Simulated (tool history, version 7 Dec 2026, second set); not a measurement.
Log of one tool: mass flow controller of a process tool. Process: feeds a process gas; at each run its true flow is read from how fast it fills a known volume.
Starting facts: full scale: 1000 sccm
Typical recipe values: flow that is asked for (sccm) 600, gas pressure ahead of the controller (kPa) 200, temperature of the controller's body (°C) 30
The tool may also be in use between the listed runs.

run	hour	flow that is asked for (sccm)	gas pressure ahead of the controller (kPa)	temperature of the controller's body (°C)	true flow (%)
1	0	600	200	30	94.68
2	175.3	600	200	30	94.82
3	487.2	600	200	30	94.45
4	639.1	600	200	29	94.54
5	872.9	212	200	30	93.3
6	1225.1	212	200	30	93.02
7	1526.9	600	252	30	93.99
8	1779.8	600	200	37	93.22
# hour 1808: controller's zero set anew
9	1978.1	600	255	32	93.4
10	2261.2	671	160	22	95.19
11	2418.6	671	160	22	95.09
12	2769.1	451	200	30	93.23
13	3012.8	401	200	25	93.46
14	3204.4	921	155	25	95.02
# hour 3338.9: controller's zero set anew, once more
15	3378.2	212	154	39	92.35

Below are 4 alternative next runs, each starting from the tool's condition after run 15. Predict each:
A	3629.2	212	154	29	?
B	3629.2	349	227	38	?
C	3629.2	128	276	39	?
D	3629.2	892	189	30	?

run	true flow (%)
A	93.36
B	92.23
C	91.3
D	94.44
Without the tool's unlogged condition, the same runs would have read:
run	true flow (%)
A	98.43
B	97.21
C	96.53
D	99.33
